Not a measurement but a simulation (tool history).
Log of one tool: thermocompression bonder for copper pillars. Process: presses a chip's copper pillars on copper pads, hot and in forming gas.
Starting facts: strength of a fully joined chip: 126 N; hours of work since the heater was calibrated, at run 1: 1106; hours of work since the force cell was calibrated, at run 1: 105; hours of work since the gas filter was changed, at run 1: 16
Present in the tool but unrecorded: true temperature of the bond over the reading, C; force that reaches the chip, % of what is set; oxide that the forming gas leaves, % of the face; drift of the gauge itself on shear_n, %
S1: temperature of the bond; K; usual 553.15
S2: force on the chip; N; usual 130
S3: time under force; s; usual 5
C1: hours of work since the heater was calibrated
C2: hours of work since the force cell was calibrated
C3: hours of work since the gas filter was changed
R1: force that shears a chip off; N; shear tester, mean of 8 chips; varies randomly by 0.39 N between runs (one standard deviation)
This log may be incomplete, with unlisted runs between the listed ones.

Run 1, hour 0.0: usual settings; C1 1106; C2 105; C3 16. Result: R1 47.5 N.
Run 2, hour 11.6: usual settings; C1 1114; C2 112; C3 24. Result: R1 47.9 N.
Run 3, hour 17.8: usual settings; C1 1118; C2 116; C3 28. Result: R1 46.8 N.
Run 4, hour 29.2: usual settings; C1 1125; C2 123; C3 35. Result: R1 47.0 N.
Run 5, hour 34.9: usual settings; C1 1129; C2 127; C3 39. Result: R1 46.6 N.
At hour 40.3: heater calibrated with a thermocouple chip.
Run 6, hour 42.1: usual settings; C1 1; C2 130; C3 42. Result: R1 43.6 N.
Run 7, hour 52.4: usual settings; C1 8; C2 137; C3 49. Result: R1 43.5 N.
Run 8, hour 63.1: usual settings; C1 15; C2 144; C3 56. Result: R1 42.7 N.
Run 9, hour 74.5: usual settings; C1 22; C2 151; C3 63. Result: R1 42.4 N.
Run 10, hour 83.2: usual settings; C1 27; C2 157; C3 68. Result: R1 42.8 N.
Run 11, hour 88.6: usual settings; C1 31; C2 160; C3 72. Result: R1 42.2 N.
Run 12, hour 96.2: usual settings; C1 36; C2 165; C3 77. Result: R1 42.5 N.
Run 13, hour 102.8: usual settings; C1 40; C2 169; C3 81. Result: R1 42.7 N.
Run 14, hour 107.9: usual settings; C1 43; C2 173; C3 84. Result: R1 42.5 N.
Run 15, hour 116.1: usual settings; C1 49; C2 178; C3 90. Result: R1 42.5 N.
Run 16, hour 125.0: usual settings; C1 54; C2 184; C3 95. Result: R1 41.9 N.
Run 17, hour 133.7: usual settings; C1 60; C2 189; C3 101. Result: R1 41.2 N.
Run 18, hour 144.2: usual settings; C1 67; C2 196; C3 108. Result: R1 42.3 N.
Run 19, hour 149.9: usual settings; C1 70; C2 200; C3 111. Result: R1 42.1 N.
Run 20, hour 157.4: usual settings; C1 75; C2 204; C3 116. Result: R1 41.6 N.
Run 21, hour 164.3: usual settings; C1 79; C2 209; C3 120. Result: R1 41.9 N.
Run 22, hour 171.5: usual settings but S1 537.15 K, S2 111 N, S3 6 s; C1 84; C2 213; C3 125. Result: R1 32.9 N.
Run 23, hour 178.6: usual settings but S1 537.15 K, S2 111 N, S3 6 s; C1 89; C2 218; C3 130. Result: R1 33.1 N.
Run 24, hour 189.7: usual settings but S1 537.15 K, S2 111 N, S3 6 s; C1 96; C2 225; C3 137. Result: R1 32.8 N.
Run 25, hour 199.3: usual settings but S1 537.15 K, S2 111 N, S3 6 s; C1 102; C2 231; C3 143. Result: R1 33.5 N.
Run 26, hour 209.9: usual settings but S1 537.15 K, S2 111 N, S3 6 s; C1 109; C2 238; C3 150. Result: R1 32.5 N.
Run 27, hour 221.1: usual settings but S1 534.15 K, S2 136 N, S3 3 s; C1 116; C2 245; C3 157. Result: R1 27.0 N.
Run 28, hour 228.9: usual settings but S3 4 s; C1 121; C2 250; C3 162. Result: R1 36.7 N.
Run 29, hour 235.0: usual settings but S3 4 s; C1 125; C2 254; C3 166. Result: R1 37.2 N.
Run 30, hour 245.7: usual settings but S1 531.15 K, S2 108 N, S3 6 s; C1 132; C2 261; C3 173. Result: R1 29.9 N.
At hour 254.9: forming gas filter changed.
Run 31, hour 258.1: usual settings but S1 524.15 K, S2 96 N, S3 3 s; C1 139; C2 269; C3 2. Result: R1 20.4 N.
Run 32, hour 264.3: usual settings but S2 85 N; C1 143; C2 273; C3 6. Result: R1 34.2 N.
Run 33, hour 271.4: usual settings but S2 85 N; C1 148; C2 277; C3 11. Result: R1 33.5 N.
Run 34, hour 283.5: usual settings but S2 85 N; C1 156; C2 285; C3 18. Result: R1 33.8 N.
Run 35, hour 293.9: usual settings but S1 541.15 K, S2 183 N, S3 3 s; C1 162; C2 291; C3 25. Result: R1 38.5 N.
Run 36, hour 305.6: usual settings but S1 568.15 K, S2 149 N; C1 170; C2 299; C3 33. Result: R1 56.5 N.
Run 37, hour 314.8: usual settings but S1 568.15 K, S2 179 N, S3 11 s; C1 176; C2 305; C3 38. Result: R1 79.1 N.
Run 38, hour 320.2: usual settings but S1 578.15 K, S2 179 N, S3 11 s; C1 179; C2 308; C3 42. Result: R1 85.3 N.
Run 39, hour 325.7: usual settings but S1 544.15 K, S2 79 N; C1 183; C2 312; C3 45. Result: R1 28.2 N.
Run 40, hour 336.3: usual settings but S1 544.15 K, S2 79 N; C1 189; C2 319; C3 52. Result: R1 27.7 N.
Run 41, hour 342.3: usual settings but S1 566.15 K, S2 98 N; C1 193; C2 322; C3 56. Result: R1 41.9 N.

Below are 3 alternative next runs, each starting from the tool's condition after run 41. Predict each:
Run A, hour 354.7: usual settings but S1 527.15 K, S2 120 N; C1 201; C2 330; C3 64. Result: R1 ?.
Run B, hour 354.7: usual settings but S1 578.15 K, S2 104 N, S3 3 s; C1 201; C2 330; C3 64. Result: R1 ?.
Run C, hour 354.7: usual settings but S1 580.15 K, S2 85 N, S3 6 s; C1 201; C2 330; C3 64. Result: R1 ?.

run    R1
  A  30.2
  B  40.4
  C  47.8
Take away the tool's hidden state, keep each run's random variation, and the runs would have read:
run    R1
  A  30.6
  B  41.0
  C  48.6
